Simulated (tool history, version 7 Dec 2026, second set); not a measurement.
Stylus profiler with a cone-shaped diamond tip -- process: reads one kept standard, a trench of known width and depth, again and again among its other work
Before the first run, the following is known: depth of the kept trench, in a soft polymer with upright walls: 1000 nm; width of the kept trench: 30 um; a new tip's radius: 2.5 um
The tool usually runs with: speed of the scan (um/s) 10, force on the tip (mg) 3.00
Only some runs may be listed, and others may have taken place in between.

| run | hour | speed of the scan (um/s) | force on the tip (mg) | depth of the trench (nm) | width of the trench's floor (µm) |
|---|---|---|---|---|---|
| 1 | 0.0 | 10 | 3.00 | 1016.73 | 25.72 |
| 2 | 25.6 | 3 | 3.00 | 1016.86 | 25.69 |
| 3 | 50.9 | 3 | 3.00 | 1016.75 | 25.73 |
| 4 | 68.0 | 13 | 3.00 | 1016.46 | 25.67 |
| 5 | 94.0 | 13 | 3.00 | 1016.58 | 25.66 |
| 6 | 107.1 | 13 | 3.00 | 1016.14 | 25.64 |
| 7 | 120.0 | 13 | 3.00 | 1016.75 | 25.61 |
| 8 | 135.1 | 13 | 3.77 | 1019.42 | 25.68 |
| 9 | 154.6 | 14 | 1.60 | 1010.18 | 25.63 |
| 10 | 168.5 | 14 | 1.60 | 1010.91 | 25.57 |
| 11 | 193.4 | 12 | 1.79 | 1011.68 | 25.58 |
| 12 | 219.8 | 11 | 3.43 | 1017.96 | 25.62 |
| 13 | 244.6 | 11 | 3.43 | 1018.15 | 25.64 |

Forecast each of these 4 alternatives for the next run:
| A | 259.0 | 8 | 1.91 | ? | ? |
| B | 259.0 | 2 | 5.89 | ? | ? |
| C | 259.0 | 2 | 3.43 | ? | ? |
| D | 259.0 | 17 | 4.65 | ? | ? |

| run | depth of the trench (nm) | width of the trench's floor (µm) |
|---|---|---|
| A | 1011.78 | 25.56 |
| B | 1026.37 | 25.62 |
| C | 1018.12 | 25.66 |
| D | 1022.60 | 25.60 |
Take away the tool's hidden state, keep each run's random variation, and the runs would have read:
| run | depth of the trench (nm) | width of the trench's floor (µm) |
|---|---|---|
| A | 1012.98 | 25.90 |
| B | 1027.58 | 25.96 |
| C | 1019.32 | 26.00 |
| D | 1023.81 | 25.94 |

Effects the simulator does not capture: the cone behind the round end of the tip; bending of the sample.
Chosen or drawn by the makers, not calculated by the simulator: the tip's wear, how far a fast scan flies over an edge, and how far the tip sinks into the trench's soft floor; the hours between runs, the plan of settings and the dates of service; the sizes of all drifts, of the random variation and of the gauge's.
